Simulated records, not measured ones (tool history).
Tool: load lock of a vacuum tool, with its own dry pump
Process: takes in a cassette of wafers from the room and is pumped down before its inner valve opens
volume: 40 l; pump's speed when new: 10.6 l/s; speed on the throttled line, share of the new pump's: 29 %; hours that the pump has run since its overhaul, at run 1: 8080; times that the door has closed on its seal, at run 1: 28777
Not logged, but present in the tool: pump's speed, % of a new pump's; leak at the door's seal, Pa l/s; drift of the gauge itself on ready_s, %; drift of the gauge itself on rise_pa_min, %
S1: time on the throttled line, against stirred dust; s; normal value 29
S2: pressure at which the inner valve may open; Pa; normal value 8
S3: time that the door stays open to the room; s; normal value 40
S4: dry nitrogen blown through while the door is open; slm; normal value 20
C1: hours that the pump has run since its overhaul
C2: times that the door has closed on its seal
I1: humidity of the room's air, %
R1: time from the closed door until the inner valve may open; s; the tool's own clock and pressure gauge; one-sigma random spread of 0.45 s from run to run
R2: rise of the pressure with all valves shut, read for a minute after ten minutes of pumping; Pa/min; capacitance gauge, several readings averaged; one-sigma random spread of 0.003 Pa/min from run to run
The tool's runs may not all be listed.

run 1 hour=0 | S1=29 S2=8 S3=40 S4=20 | C1=8080 C2=28777 | I1=42.6 | R1=61.5 R2=0.416
run 2 hour=482.5 | S1=29 S2=8 S3=40 S4=5 | C1=8563 C2=30158 | I1=46.1 | R1=61.5 R2=0.469
run 3 hour=941.2 | S1=29 S2=8 S3=40 S4=5 | C1=9022 C2=31471 | I1=46.9 | R1=62.4 R2=0.488
run 4 hour=1479.4 | S1=29 S2=8 S3=40 S4=20 | C1=9560 C2=33010 | I1=41.9 | R1=62.6 R2=0.509
run 5 hour=2054.1 | S1=29 S2=8 S3=40 S4=20 | C1=10135 C2=34655 | I1=44.5 | R1=62.7 R2=0.545
run 6 hour=2413.6 | S1=29 S2=8 S3=40 S4=20 | C1=10494 C2=35683 | I1=44.1 | R1=63.2 R2=0.572
-- hour=2805.5 door's seal changed, seat wiped
run 7 hour=3023.7 | S1=29 S2=8 S3=40 S4=20 | C1=11103 C2=625 | I1=44.2 | R1=64.4 R2=0.025
run 8 hour=3396 | S1=29 S2=6 S3=40 S4=20 | C1=11475 C2=1690 | I1=43.1 | R1=65.9 R2=0.027
-- hour=3622.9 dry pump taken out, an overhauled one fitted
run 9 hour=3919.3 | S1=29 S2=6 S3=40 S4=20 | C1=296 C2=3170 | I1=41.3 | R1=57.7 R2=0.04
run 10 hour=4275.2 | S1=29 S2=6 S3=40 S4=20 | C1=652 C2=4188 | I1=47.3 | R1=57.8 R2=0.047
run 11 hour=4847.9 | S1=29 S2=6 S3=40 S4=20 | C1=1225 C2=5827 | I1=43.5 | R1=58.4 R2=0.057
run 12 hour=5238.6 | S1=29 S2=6 S3=40 S4=20 | C1=1616 C2=6945 | I1=43.7 | R1=58.9 R2=0.07
run 13 hour=5575.1 | S1=29 S2=8 S3=40 S4=20 | C1=1952 C2=7908 | I1=46.2 | R1=57 R2=0.073
run 14 hour=5909.1 | S1=29 S2=8 S3=40 S4=20 | C1=2286 C2=8863 | I1=42.8 | R1=57.5 R2=0.077
run 15 hour=6432.9 | S1=29 S2=8 S3=40 S4=20 | C1=2810 C2=10362 | I1=43.9 | R1=57.8 R2=0.097
run 16 hour=7012.3 | S1=38 S2=8 S3=124 S4=20 | C1=3389 C2=12020 | I1=46.1 | R1=64.2 R2=0.135
run 17 hour=7698 | S1=38 S2=8 S3=124 S4=20 | C1=4075 C2=13982 | I1=48.6 | R1=65.4 R2=0.157
run 18 hour=8170.3 | S1=19 S2=8 S3=162 S4=5 | C1=4547 C2=15333 | I1=45.7 | R1=51.8 R2=0.211
run 19 hour=8559.5 | S1=21 S2=10 S3=193 S4=12 | C1=4937 C2=16447 | I1=46.1 | R1=52.5 R2=0.216
run 20 hour=9087.9 | S1=29 S2=10 S3=40 S4=11 | C1=5465 C2=17959 | I1=46.9 | R1=58.8 R2=0.202
run 21 hour=9745.5 | S1=29 S2=6 S3=51 S4=5 | C1=6123 C2=19840 | I1=42.6 | R1=61.8 R2=0.242
run 22 hour=10070 | S1=29 S2=6 S3=51 S4=5 | C1=6447 C2=20769 | I1=44.8 | R1=61.3 R2=0.261
run 23 hour=10453.4 | S1=15 S2=6 S3=52 S4=16 | C1=6831 C2=21866 | I1=46 | R1=52.6 R2=0.266
run 24 hour=10838.4 | S1=20 S2=6 S3=52 S4=16 | C1=7216 C2=22967 | I1=44.2 | R1=56 R2=0.283
run 25 hour=11344.9 | S1=52 S2=8 S3=114 S4=20 | C1=7722 C2=24417 | I1=41.9 | R1=76.4 R2=0.318
run 26 hour=11946.2 | S1=50 S2=8 S3=87 S4=20 | C1=8323 C2=26137 | I1=42.6 | R1=75.5 R2=0.349
run 27 hour=12279.1 | S1=29 S2=11 S3=40 S4=20 | C1=8656 C2=27090 | I1=46.9 | R1=60.1 R2=0.352
run 28 hour=12915.2 | S1=16 S2=15 S3=153 S4=31 | C1=9292 C2=28909 | I1=44 | R1=51.2 R2=0.402

Below are 5 alternative next runs, each starting from the tool's condition after run 28. Predict each:
run A hour=13257.6 | S1=50 S2=15 S3=37 S4=31 | C1=9635 C2=29889 | I1=44.6 | R1=? R2=?
run B hour=13257.6 | S1=21 S2=15 S3=153 S4=31 | C1=9635 C2=29889 | I1=45.7 | R1=? R2=?
run C hour=13257.6 | S1=43 S2=14 S3=40 S4=8 | C1=9635 C2=29889 | I1=45 | R1=? R2=?
run D hour=13257.6 | S1=16 S2=15 S3=85 S4=31 | C1=9635 C2=29889 | I1=47.4 | R1=? R2=?
run E hour=13257.6 | S1=16 S2=15 S3=153 S4=30 | C1=9635 C2=29889 | I1=42.2 | R1=? R2=?

run=A R1=73.9 R2=0.402
run=B R1=54.9 R2=0.427
run=C R1=69.2 R2=0.414
run=D R1=51.1 R2=0.42
run=E R1=51.1 R2=0.418
Had the tool no hidden state, the same runs would have come out as:
run=A R1=69.3 R2=0.019
run=B R1=48.3 R2=0.041
run=C R1=64.2 R2=0.035
run=D R1=44.3 R2=0.027
run=E R1=44.3 R2=0.039
